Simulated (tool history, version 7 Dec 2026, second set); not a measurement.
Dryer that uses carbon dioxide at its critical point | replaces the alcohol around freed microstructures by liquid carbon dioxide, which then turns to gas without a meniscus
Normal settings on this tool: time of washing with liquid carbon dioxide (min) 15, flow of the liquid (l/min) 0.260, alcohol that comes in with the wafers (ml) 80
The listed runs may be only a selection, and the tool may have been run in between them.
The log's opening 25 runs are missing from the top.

run     day  time of washing with liquid carbon dioxide (min)  flow of the liquid (l/min)  alcohol that comes in with the wafers (ml)  alcohol left in the vessel before it's heated (ppm by volume)
 26  17.571                                                12                       0.168                                          77                                                           9525
 27  18.238                                                12                       0.168                                          77                                                           9564
 28  18.858                                                18                       0.403                                          35                                                             97
 29  19.492                                                21                       0.379                                          28                                                             91
     19.942  -- inlet filter changed
 30  20.308                                                15                       0.260                                          77                                                            666
 31  21.067                                                15                       0.260                                          77                                                            684
 32  21.504                                                15                       0.260                                          77                                                            692
 33  22.375                                                15                       0.260                                          77                                                            706
 34  23.150                                                15                       0.260                                          77                                                            717
 35  23.817                                                15                       0.260                                          77                                                            719
 36  24.438                                                15                       0.382                                          67                                                            149
 37  24.838                                                21                       0.198                                          48                                                            368
 38  25.483                                                15                       0.213                                          80                                                           1904
 39  25.888                                                15                       0.213                                          80                                                           1864
 40  26.421                                                23                       0.196                                          63                                                            319
 41  27.029                                                 9                       0.294                                          39                                                           2099
 42  27.725                                                 9                       0.294                                          39                                                           2144
 43  28.208                                                20                       0.294                                          39                                                            127
 44  28.733                                                20                       0.294                                          39                                                            134
 45  29.625                                                 9                       0.228                                          76                                                           9057

4 options for the next run, each taken on its own from the tool as it stands now. Forecast them:
  A  30.521                                                20                       0.260                                          99                                                              ?
  B  30.521                                                13                       0.295                                          55                                                              ?
  C  30.521                                                15                       0.216                                          93                                                              ?
  D  30.521                                                19                       0.437                                          38                                                              ?

run  alcohol left in the vessel before it's heated (ppm by volume)
  A                                                            276
  B                                                            719
  C                                                           2321
  D                                                            119
With no hidden state in the tool, these same runs would have given:
run  alcohol left in the vessel before it's heated (ppm by volume)
  A                                                            116
  B                                                            456
  C                                                           1720
  D                                                              8
